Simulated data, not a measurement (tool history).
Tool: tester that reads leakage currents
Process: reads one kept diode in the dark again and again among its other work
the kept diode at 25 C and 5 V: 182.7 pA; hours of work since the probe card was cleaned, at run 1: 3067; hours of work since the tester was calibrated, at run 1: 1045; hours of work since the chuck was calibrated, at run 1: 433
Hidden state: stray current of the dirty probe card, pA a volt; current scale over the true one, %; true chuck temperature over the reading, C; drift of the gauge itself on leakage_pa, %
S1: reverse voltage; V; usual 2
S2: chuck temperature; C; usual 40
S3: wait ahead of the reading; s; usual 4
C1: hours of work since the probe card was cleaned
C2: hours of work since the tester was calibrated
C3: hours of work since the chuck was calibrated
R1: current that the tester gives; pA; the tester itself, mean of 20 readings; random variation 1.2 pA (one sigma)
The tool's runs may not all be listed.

Run 1, hour 0: usual settings; C1 3067; C2 1045; C3 433. Result: R1 428.36 pA.
Run 2, hour 46.5: usual settings; C1 3104; C2 1082; C3 470. Result: R1 432.4 pA.
Run 3, hour 88.3: usual settings; C1 3137; C2 1115; C3 503. Result: R1 432.29 pA.
Run 4, hour 128.6: usual settings; C1 3169; C2 1147; C3 536. Result: R1 435.98 pA.
Run 5, hour 149.6: usual settings but S1 12.55 V; C1 3186; C2 1164; C3 552. Result: R1 953.84 pA.
Run 6, hour 169.9: usual settings but S1 12.55 V; C1 3203; C2 1180; C3 569. Result: R1 959.58 pA.
Run 7, hour 217.2: usual settings but S1 12.55 V; C1 3240; C2 1218; C3 606. Result: R1 968.87 pA.
Run 8, hour 241.2: usual settings but S1 12.55 V; C1 3259; C2 1237; C3 626. Result: R1 967.81 pA.
Run 9, hour 270.6: usual settings but S1 12.55 V; C1 3283; C2 1261; C3 649. Result: R1 971.68 pA.
Run 10, hour 292.3: usual settings but S1 12.55 V; C1 3300; C2 1278; C3 666. Result: R1 973.08 pA.
Run 11, hour 320.4: usual settings but S1 12.55 V; C1 3323; C2 1301; C3 689. Result: R1 976.09 pA.
Run 12, hour 345.4: usual settings but S1 3.11 V, S3 0.79 s; C1 3343; C2 1321; C3 709. Result: R1 540.64 pA.
Run 13, hour 394.6: usual settings but S1 3.11 V, S3 0.79 s; C1 3382; C2 1360; C3 748. Result: R1 543.58 pA.
Run 14, hour 439.6: usual settings but S2 50 C, S3 1.81 s; C1 3418; C2 1396; C3 784. Result: R1 915.78 pA.
Run 15, hour 482.6: usual settings but S1 9.06 V, S2 27 C, S3 1.81 s; C1 3452; C2 1430; C3 819. Result: R1 326.25 pA.
At hour 492.9: probe card cleaned and baked.
Run 16, hour 517.1: usual settings but S1 17.54 V, S2 32 C; C1 19; C2 1456; C3 844. Result: R1 618.54 pA.

Hidden state at the last listed run before each entry between runs and at the first one after, where it differs:
Between runs 15 and 16: probe card cleaned and baked (hour 492.9)
  stray current of the dirty probe card, pA a volt: 1.395 -> 0.032; current scale over the true one, %: -0.34 -> -0.35; true chuck temperature over the reading, C: 1.62 -> 1.67
  measured less the result without the state, R1: +49.48 -> +73.21 pA
